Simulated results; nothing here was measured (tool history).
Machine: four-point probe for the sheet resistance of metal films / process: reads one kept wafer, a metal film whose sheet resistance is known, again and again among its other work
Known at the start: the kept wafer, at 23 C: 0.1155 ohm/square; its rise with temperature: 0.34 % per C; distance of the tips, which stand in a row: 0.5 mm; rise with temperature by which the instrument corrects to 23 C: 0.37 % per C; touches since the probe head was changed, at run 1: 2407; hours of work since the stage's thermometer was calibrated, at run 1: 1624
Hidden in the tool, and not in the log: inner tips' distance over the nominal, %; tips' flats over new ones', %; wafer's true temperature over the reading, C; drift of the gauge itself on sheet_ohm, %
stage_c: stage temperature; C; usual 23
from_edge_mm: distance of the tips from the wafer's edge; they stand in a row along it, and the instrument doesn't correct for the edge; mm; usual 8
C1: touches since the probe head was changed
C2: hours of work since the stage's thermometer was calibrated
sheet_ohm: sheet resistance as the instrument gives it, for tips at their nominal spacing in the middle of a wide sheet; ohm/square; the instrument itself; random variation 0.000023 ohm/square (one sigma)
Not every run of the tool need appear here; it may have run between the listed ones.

{"run": 1, "hour": 0.0, "stage_c": 23, "from_edge_mm": 8, "C1": 2407, "C2": 1624, "sheet_ohm": 0.11574}
{"run": 2, "hour": 50.6, "stage_c": 23, "from_edge_mm": 8, "C1": 4888, "C2": 1662, "sheet_ohm": 0.11574}
{"run": 3, "hour": 154.3, "stage_c": 23, "from_edge_mm": 8, "C1": 9973, "C2": 1742, "sheet_ohm": 0.115747}
{"hour": 175.8, "done": "stage's thermometer calibrated"}
{"run": 4, "hour": 240.5, "stage_c": 21, "from_edge_mm": 8, "C1": 14176, "C2": 49, "sheet_ohm": 0.115787}
{"run": 5, "hour": 346.5, "stage_c": 21, "from_edge_mm": 8, "C1": 19374, "C2": 131, "sheet_ohm": 0.115861}
{"run": 6, "hour": 402.9, "stage_c": 21, "from_edge_mm": 8, "C1": 22139, "C2": 174, "sheet_ohm": 0.115843}
{"run": 7, "hour": 473.1, "stage_c": 21, "from_edge_mm": 8, "C1": 25584, "C2": 228, "sheet_ohm": 0.115866}
{"run": 8, "hour": 537.3, "stage_c": 21, "from_edge_mm": 8, "C1": 28733, "C2": 277, "sheet_ohm": 0.115801}
{"run": 9, "hour": 635.2, "stage_c": 21, "from_edge_mm": 8, "C1": 33532, "C2": 352, "sheet_ohm": 0.11584}
{"run": 10, "hour": 728.9, "stage_c": 23, "from_edge_mm": 6, "C1": 38127, "C2": 423, "sheet_ohm": 0.115951}
{"run": 11, "hour": 791.3, "stage_c": 23, "from_edge_mm": 10, "C1": 41188, "C2": 471, "sheet_ohm": 0.11563}
{"run": 12, "hour": 880.7, "stage_c": 23, "from_edge_mm": 10, "C1": 45575, "C2": 540, "sheet_ohm": 0.115639}
{"run": 13, "hour": 985.5, "stage_c": 23, "from_edge_mm": 8, "C1": 50716, "C2": 620, "sheet_ohm": 0.115727}
{"run": 14, "hour": 1060.4, "stage_c": 23, "from_edge_mm": 8, "C1": 54388, "C2": 677, "sheet_ohm": 0.115733}
{"run": 15, "hour": 1146.2, "stage_c": 23, "from_edge_mm": 8, "C1": 58597, "C2": 743, "sheet_ohm": 0.115704}
{"run": 16, "hour": 1236.6, "stage_c": 23, "from_edge_mm": 8, "C1": 63028, "C2": 812, "sheet_ohm": 0.115737}
{"run": 17, "hour": 1313.2, "stage_c": 23, "from_edge_mm": 8, "C1": 66784, "C2": 871, "sheet_ohm": 0.115742}
{"run": 18, "hour": 1381.7, "stage_c": 23, "from_edge_mm": 8, "C1": 70143, "C2": 923, "sheet_ohm": 0.115736}
{"run": 19, "hour": 1468.0, "stage_c": 21, "from_edge_mm": 53, "C1": 74377, "C2": 989, "sheet_ohm": 0.115618}
{"run": 20, "hour": 1542.4, "stage_c": 21, "from_edge_mm": 53, "C1": 78024, "C2": 1046, "sheet_ohm": 0.115587}
{"run": 21, "hour": 1591.4, "stage_c": 19, "from_edge_mm": 9, "C1": 80428, "C2": 1083, "sheet_ohm": 0.115884}
{"run": 22, "hour": 1665.4, "stage_c": 19, "from_edge_mm": 5, "C1": 84057, "C2": 1140, "sheet_ohm": 0.116298}
{"run": 23, "hour": 1768.9, "stage_c": 31, "from_edge_mm": 9, "C1": 89134, "C2": 1219, "sheet_ohm": 0.115382}
{"run": 24, "hour": 1823.9, "stage_c": 31, "from_edge_mm": 9, "C1": 91831, "C2": 1261, "sheet_ohm": 0.115429}
{"run": 25, "hour": 1872.9, "stage_c": 34, "from_edge_mm": 57, "C1": 94236, "C2": 1299, "sheet_ohm": 0.115123}
{"run": 26, "hour": 1960.8, "stage_c": 34, "from_edge_mm": 57, "C1": 98544, "C2": 1366, "sheet_ohm": 0.115154}
{"run": 27, "hour": 2011.6, "stage_c": 25, "from_edge_mm": 45, "C1": 101038, "C2": 1405, "sheet_ohm": 0.115458}
{"run": 28, "hour": 2060.1, "stage_c": 23, "from_edge_mm": 11, "C1": 103415, "C2": 1442, "sheet_ohm": 0.115643}
{"run": 29, "hour": 2111.8, "stage_c": 24, "from_edge_mm": 8, "C1": 105953, "C2": 1482, "sheet_ohm": 0.115712}
{"run": 30, "hour": 2216.8, "stage_c": 20, "from_edge_mm": 46, "C1": 111102, "C2": 1562, "sheet_ohm": 0.115598}
{"run": 31, "hour": 2270.8, "stage_c": 34, "from_edge_mm": 11, "C1": 113750, "C2": 1604, "sheet_ohm": 0.115284}
{"run": 32, "hour": 2320.3, "stage_c": 27, "from_edge_mm": 6, "C1": 116176, "C2": 1641, "sheet_ohm": 0.115797}
{"run": 33, "hour": 2367.6, "stage_c": 28, "from_edge_mm": 3, "C1": 118496, "C2": 1678, "sheet_ohm": 0.117067}

What differs in the tool's unlogged condition from the final listed run ahead of each entry between runs to the first listed run following it?
Logged between run 3 and run 4: stage's thermometer calibrated (hour 175.8)
  inner tips' distance over the nominal, %: 0.003 -> 0.004

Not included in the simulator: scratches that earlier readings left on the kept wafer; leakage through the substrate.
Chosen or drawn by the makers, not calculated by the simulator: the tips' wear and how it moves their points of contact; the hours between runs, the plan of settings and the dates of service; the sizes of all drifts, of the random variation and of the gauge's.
